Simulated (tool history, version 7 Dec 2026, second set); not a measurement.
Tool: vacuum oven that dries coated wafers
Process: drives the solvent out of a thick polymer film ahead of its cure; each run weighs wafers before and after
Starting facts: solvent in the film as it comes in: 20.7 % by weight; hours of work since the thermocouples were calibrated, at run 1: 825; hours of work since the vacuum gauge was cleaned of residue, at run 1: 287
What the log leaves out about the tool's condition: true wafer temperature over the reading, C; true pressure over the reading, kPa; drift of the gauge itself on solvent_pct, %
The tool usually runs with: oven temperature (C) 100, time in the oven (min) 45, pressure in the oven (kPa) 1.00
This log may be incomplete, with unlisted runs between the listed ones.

run,hour,oven temperature (C),time in the oven (min),pressure in the oven (kPa),hours of work since the thermocouples were calibrated,hours of work since the vacuum gauge was cleaned of residue,solvent left in the film (%)
1,0.0,100,45,1.00,825,287,2.20
2,13.5,100,45,1.00,836,298,2.09
3,22.6,100,45,1.00,844,306,2.05
4,41.6,95,45,1.00,859,321,3.39
# hour 50.7: oven's thermocouples calibrated
5,61.1,95,45,1.46,8,335,3.41
6,72.6,95,45,1.46,17,344,3.37
7,91.3,95,45,1.46,32,359,3.41
8,109.3,95,45,1.46,47,373,3.48
9,128.3,100,45,0.79,62,388,1.77
10,143.9,100,45,1.00,75,401,1.97
11,155.9,100,45,1.00,84,411,1.88
12,169.9,100,45,1.00,95,422,2.02
13,185.5,88,45,1.00,108,434,5.45
14,197.7,106,34,0.69,118,444,1.56
15,208.1,106,34,0.69,126,452,1.62
16,224.8,113,37,3.82,139,466,1.56
17,235.2,110,30,1.34,148,474,1.65
18,246.9,99,38,2.53,157,483,3.53
19,256.3,96,45,1.17,164,491,3.07
20,275.9,96,45,1.67,180,507,3.21
21,285.5,96,45,1.67,188,514,3.32
22,295.3,101,28,1.42,196,522,4.03
23,304.2,91,23,1.00,203,529,8.37

Alternative continuations, all from the tool just after run 23; predict every row:
A,316.9,91,74,1.04,213,539,?
B,316.9,97,35,2.13,213,539,?
C,316.9,100,60,1.00,213,539,?
D,316.9,107,49,1.12,213,539,?
E,316.9,91,45,1.09,213,539,?

run,solvent left in the film (%)
A,2.29
B,4.40
C,1.25
D,0.91
E,4.42
The same runs, with their run-to-run variation unchanged, on a tool lacking any hidden condition would have given:
run,solvent left in the film (%)
A,2.15
B,4.28
C,1.15
D,0.83
E,4.28
